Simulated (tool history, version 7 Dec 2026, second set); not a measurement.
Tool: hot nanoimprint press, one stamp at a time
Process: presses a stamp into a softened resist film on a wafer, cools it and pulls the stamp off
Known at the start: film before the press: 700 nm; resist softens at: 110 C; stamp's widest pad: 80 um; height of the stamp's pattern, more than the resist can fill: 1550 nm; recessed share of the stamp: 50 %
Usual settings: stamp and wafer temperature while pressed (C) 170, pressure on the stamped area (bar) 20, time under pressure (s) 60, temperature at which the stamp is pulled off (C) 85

| run | day | stamp and wafer temperature while pressed (C) | pressure on the stamped area (bar) | time under pressure (s) | temperature at which the stamp is pulled off (C) | resist left under the stamp's widest pad (angstrom) | greatest force while the stamp is pulled off (N) |
|---|---|---|---|---|---|---|---|
| 1 | 0 | 170 | 20 | 60 | 85 | 3637 | 139 |
| 2 | 1.754 | 170 | 20 | 60 | 85 | 3660 | 141 |
| 3 | 3.546 | 170 | 20 | 60 | 85 | 3657 | 146 |
| 4 | 7.008 | 170 | 20 | 60 | 92 | 3714 | 125 |
| 5 | 10.067 | 170 | 20 | 60 | 92 | 3749 | 131 |
| 6 | 12.467 | 170 | 20 | 60 | 92 | 3775 | 127 |
|  | 14.212 | plate thermocouple calibrated |
| 7 | 16.038 | 170 | 20 | 60 | 92 | 3575 | 127 |
| 8 | 18.55 | 170 | 20 | 89 | 92 | 3152 | 132 |
|  | 20.338 | stamp cleaned and given a new release coat |
| 9 | 22.762 | 170 | 20 | 89 | 92 | 3200 | 110 |
| 10 | 26.242 | 177 | 20 | 60 | 85 | 2521 | 138 |
| 11 | 28.325 | 177 | 20 | 60 | 85 | 2494 | 141 |
| 12 | 31.892 | 177 | 20 | 60 | 85 | 2538 | 142 |
|  | 35.042 | plate thermocouple calibrated |
| 13 | 35.204 | 177 | 20 | 60 | 85 | 2437 | 147 |
| 14 | 37.004 | 177 | 20 | 60 | 85 | 2500 | 153 |
| 15 | 40.388 | 177 | 20 | 60 | 85 | 2508 | 155 |
| 16 | 43.779 | 177 | 20 | 60 | 85 | 2504 | 170 |
| 17 | 46.462 | 177 | 20 | 53 | 85 | 2683 | 168 |
|  | 46.95 | stamp cleaned and given a new release coat |
|  | 48.567 | press's hydraulic seals changed and the load cell set to zero |
| 18 | 51.071 | 160 | 15.8 | 37 | 88 | 6407 | 127 |
| 19 | 53.2 | 178 | 26.6 | 60 | 90 | 2041 | 118 |
| 20 | 55.65 | 178 | 26.6 | 60 | 90 | 2051 | 120 |
|  | 56.288 | plate thermocouple calibrated |
| 21 | 58.467 | 178 | 13.6 | 60 | 90 | 2839 | 127 |
| 22 | 61.783 | 178 | 13.6 | 81 | 91 | 2536 | 125 |
| 23 | 65.575 | 170 | 20 | 60 | 81 | 3681 | 169 |
| 24 | 68.917 | 181 | 14 | 101 | 89 | 2002 | 145 |

Run 25 comes next. What will it give?
| 25 | 71.567 | 170 | 14 | 101 | 75 | ? | ? |

{"run 25": {"resist left under the stamp's widest pad (angstrom)": 3743, "greatest force while the stamp is pulled off (N)": 206}}
Without the tool's hidden state the same run would have given resist left under the stamp's widest pad (angstrom) 3569, greatest force while the stamp is pulled off (N) 159.
